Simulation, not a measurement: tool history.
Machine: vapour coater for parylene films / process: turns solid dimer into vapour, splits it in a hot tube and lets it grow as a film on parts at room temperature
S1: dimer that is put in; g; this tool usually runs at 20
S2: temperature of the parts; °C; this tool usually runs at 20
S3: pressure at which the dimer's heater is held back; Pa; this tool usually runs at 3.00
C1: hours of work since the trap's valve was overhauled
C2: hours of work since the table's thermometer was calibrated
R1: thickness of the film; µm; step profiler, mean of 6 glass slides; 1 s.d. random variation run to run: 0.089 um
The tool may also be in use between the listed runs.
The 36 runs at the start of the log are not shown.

Run 37, hour 537.3: usual settings but S3 3.86 Pa; C1 160; C2 489. Result: R1 10.66 µm.
Run 38, hour 547.4: usual settings but S3 3.86 Pa; C1 164; C2 493. Result: R1 10.61 µm.
Run 39, hour 568.9: usual settings but S1 33 g, S2 13 °C, S3 7.92 Pa; C1 173; C2 502. Result: R1 19.12 µm.
Run 40, hour 578.7: usual settings but S1 28 g, S2 15 °C, S3 2.15 Pa; C1 177; C2 506. Result: R1 17.87 µm.
Run 41, hour 599.1: usual settings but S1 10 g, S2 27 °C, S3 8.45 Pa; C1 186; C2 515. Result: R1 4.07 µm.
Run 42, hour 614.1: usual settings but S1 13 g, S2 17 °C, S3 5.63 Pa; C1 192; C2 521. Result: R1 7.10 µm.
Run 43, hour 635.0: usual settings but S1 13 g, S2 17 °C, S3 5.63 Pa; C1 200; C2 529. Result: R1 7.11 µm.
Run 44, hour 654.4: usual settings but S1 13 g, S2 17 °C, S3 5.63 Pa; C1 208; C2 537. Result: R1 7.00 µm.
Run 45, hour 665.8: usual settings but S1 13 g, S2 17 °C, S3 5.63 Pa; C1 213; C2 542. Result: R1 7.09 µm.
Run 46, hour 682.6: usual settings but S1 13 g, S2 17 °C, S3 5.63 Pa; C1 220; C2 549. Result: R1 7.13 µm.
Run 47, hour 695.5: usual settings but S1 13 g, S2 12 °C, S3 2.63 Pa; C1 225; C2 554. Result: R1 8.60 µm.

Predict each of these 3 candidate next runs independently; none follows another, all start after run 47:
Run A, hour 705.2: usual settings but S1 13 g, S2 12 °C, S3 8.05 Pa; C1 229; C2 558. Result: R1 ?.
Run B, hour 705.2: usual settings but S1 34 g, S2 14 °C, S3 5.36 Pa; C1 229; C2 558. Result: R1 ?.
Run C, hour 705.2: usual settings but S1 30 g, S2 29 °C, S3 6.52 Pa; C1 229; C2 558. Result: R1 ?.

run     R1
  A   7.60
  B  19.80
  C  12.12
The same runs, with their run-to-run variation unchanged, on a tool lacking any hidden condition would have given:
run     R1
  A   7.62
  B  19.85
  C  12.15
